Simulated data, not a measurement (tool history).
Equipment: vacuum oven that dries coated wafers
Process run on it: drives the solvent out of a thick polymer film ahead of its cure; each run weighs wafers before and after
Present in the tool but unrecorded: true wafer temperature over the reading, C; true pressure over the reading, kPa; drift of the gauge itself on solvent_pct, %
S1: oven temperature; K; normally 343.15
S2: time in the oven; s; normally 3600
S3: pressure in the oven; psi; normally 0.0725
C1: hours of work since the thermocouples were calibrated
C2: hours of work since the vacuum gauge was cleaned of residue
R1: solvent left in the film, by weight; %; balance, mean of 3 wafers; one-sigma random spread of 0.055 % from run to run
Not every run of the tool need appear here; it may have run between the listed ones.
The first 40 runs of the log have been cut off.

run   hour      S1    S2      S3   C1   C2    R1
 41  422.8  334.15  2340  0.1358  509  851  6.42
 42  433.9  336.15  3600  0.0419  517  859  3.13
 43  447.9  333.15  2700  0.0685  527  869  5.33
 44  457.3  351.15  5820  0.0496  534  876  0.51
 45  470.4  331.15  5820  0.0445  543  885   2.7
 46  482.2  349.15  2100  0.1231  551  893  3.25
 47  490.8  346.15  2760  0.1231  557  899  3.03
 48  503.2  352.15  2760  0.0392  566  908  1.19

3 ways to go on from here, each from the tool as it stands after run 48. What would each give?
  A  510.3  347.15  2760  0.2901  571  913   ?
  B  510.3  343.15  3600  0.0618  571  913   ?
  C  510.3  356.15  5460  0.0725  571  913   ?

run    R1
  A  4.36
  B  2.21
  C  0.54
What these runs would have given with no unlogged condition in the tool:
run    R1
  A  4.34
  B  2.19
  C  0.54
